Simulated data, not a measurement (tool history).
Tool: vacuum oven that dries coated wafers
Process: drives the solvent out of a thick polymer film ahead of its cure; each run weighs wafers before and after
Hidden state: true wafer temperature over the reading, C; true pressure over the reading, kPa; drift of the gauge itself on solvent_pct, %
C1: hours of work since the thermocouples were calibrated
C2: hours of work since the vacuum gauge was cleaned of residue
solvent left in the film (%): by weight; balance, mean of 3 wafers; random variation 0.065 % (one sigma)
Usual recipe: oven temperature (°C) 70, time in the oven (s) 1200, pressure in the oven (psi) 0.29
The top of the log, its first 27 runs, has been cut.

Run 28, hour 1042.1: usual settings but oven temperature (°C) 64, time in the oven (s) 720, pressure in the oven (psi) 0.56; C1 1337; C2 1424. Result: solvent left in the film (%) 10.34.
Run 29, hour 1071.8: usual settings but oven temperature (°C) 64, time in the oven (s) 720, pressure in the oven (psi) 0.56; C1 1352; C2 1439. Result: solvent left in the film (%) 10.22.
Run 30, hour 1104.4: usual settings but oven temperature (°C) 62, time in the oven (s) 780, pressure in the oven (psi) 0.708; C1 1368; C2 1455. Result: solvent left in the film (%) 10.83.
Run 31, hour 1146.7: usual settings but oven temperature (°C) 68, time in the oven (s) 720; C1 1389; C2 1477. Result: solvent left in the film (%) 8.24.
Run 32, hour 1188.8: usual settings but time in the oven (s) 780; C1 1410; C2 1498. Result: solvent left in the film (%) 6.69.
Run 33, hour 1241.8: usual settings but oven temperature (°C) 64, time in the oven (s) 1320, pressure in the oven (psi) 0.186; C1 1437; C2 1524. Result: solvent left in the film (%) 6.31.
Run 34, hour 1268.4: usual settings but oven temperature (°C) 64, time in the oven (s) 1320, pressure in the oven (psi) 0.186; C1 1450; C2 1538. Result: solvent left in the film (%) 6.26.
Run 35, hour 1317.1: usual settings but oven temperature (°C) 64, time in the oven (s) 1320, pressure in the oven (psi) 0.186; C1 1475; C2 1562. Result: solvent left in the film (%) 6.36.
Run 36, hour 1352.7: usual settings but oven temperature (°C) 62, time in the oven (s) 960, pressure in the oven (psi) 0.226; C1 1493; C2 1580. Result: solvent left in the film (%) 9.11.
Run 37, hour 1390.4: usual settings but oven temperature (°C) 62, time in the oven (s) 660, pressure in the oven (psi) 0.502; C1 1511; C2 1599. Result: solvent left in the film (%) 11.24.
Run 38, hour 1415.2: usual settings but oven temperature (°C) 62, time in the oven (s) 660, pressure in the oven (psi) 0.502; C1 1524; C2 1611. Result: solvent left in the film (%) 11.34.
Run 39, hour 1456: usual settings but oven temperature (°C) 82, time in the oven (s) 960, pressure in the oven (psi) 0.241; C1 1544; C2 1632. Result: solvent left in the film (%) 1.13.
Run 40, hour 1488.2: usual settings but oven temperature (°C) 84, pressure in the oven (psi) 0.376; C1 1560; C2 1648. Result: solvent left in the film (%) 0.65.
At hour 1504.7: oven's thermocouples calibrated.
Run 41, hour 1517.5: usual settings but oven temperature (°C) 81, time in the oven (s) 1440, pressure in the oven (psi) 0.521; C1 6; C2 1661. Result: solvent left in the film (%) 1.01.
Run 42, hour 1548.5: usual settings but oven temperature (°C) 69, time in the oven (s) 660, pressure in the oven (psi) 0.277; C1 22; C2 1677. Result: solvent left in the film (%) 8.03.
Run 43, hour 1595.9: usual settings but oven temperature (°C) 69, time in the oven (s) 660, pressure in the oven (psi) 0.183; C1 46; C2 1701. Result: solvent left in the film (%) 7.67.
Run 44, hour 1629: usual settings but oven temperature (°C) 79; C1 62; C2 1717. Result: solvent left in the film (%) 1.29.
Run 45, hour 1665: usual settings but oven temperature (°C) 68, time in the oven (s) 840, pressure in the oven (psi) 0.315; C1 80; C2 1735. Result: solvent left in the film (%) 7.13.
Run 46, hour 1701.1: usual settings but oven temperature (°C) 58, time in the oven (s) 720, pressure in the oven (psi) 0.525; C1 98; C2 1753. Result: solvent left in the film (%) 12.4.

Each row is a separate what-if for the run after 46, all from the same tool condition, not one after another. Results?
Run A, hour 1733.8: usual settings but oven temperature (°C) 71, time in the oven (s) 1140, pressure in the oven (psi) 0.286; C1 115; C2 1770. Result: solvent left in the film (%) ?.
Run B, hour 1733.8: usual settings but time in the oven (s) 840; C1 115; C2 1770. Result: solvent left in the film (%) ?.
Run C, hour 1733.8: usual settings but oven temperature (°C) 83, time in the oven (s) 1620, pressure in the oven (psi) 0.525; C1 115; C2 1770. Result: solvent left in the film (%) ?.
Run D, hour 1733.8: usual settings but oven temperature (°C) 85, time in the oven (s) 1080, pressure in the oven (psi) 0.19; C1 115; C2 1770. Result: solvent left in the film (%) ?.

run  solvent left in the film (%)
  A                          4.03
  B                          6.17
  C                          0.87
  D                          0.44
The same runs, with their run-to-run variation unchanged, on a tool lacking any hidden condition would have given:
run  solvent left in the film (%)
  A                          4.02
  B                          6.16
  C                          0.87
  D                          0.44
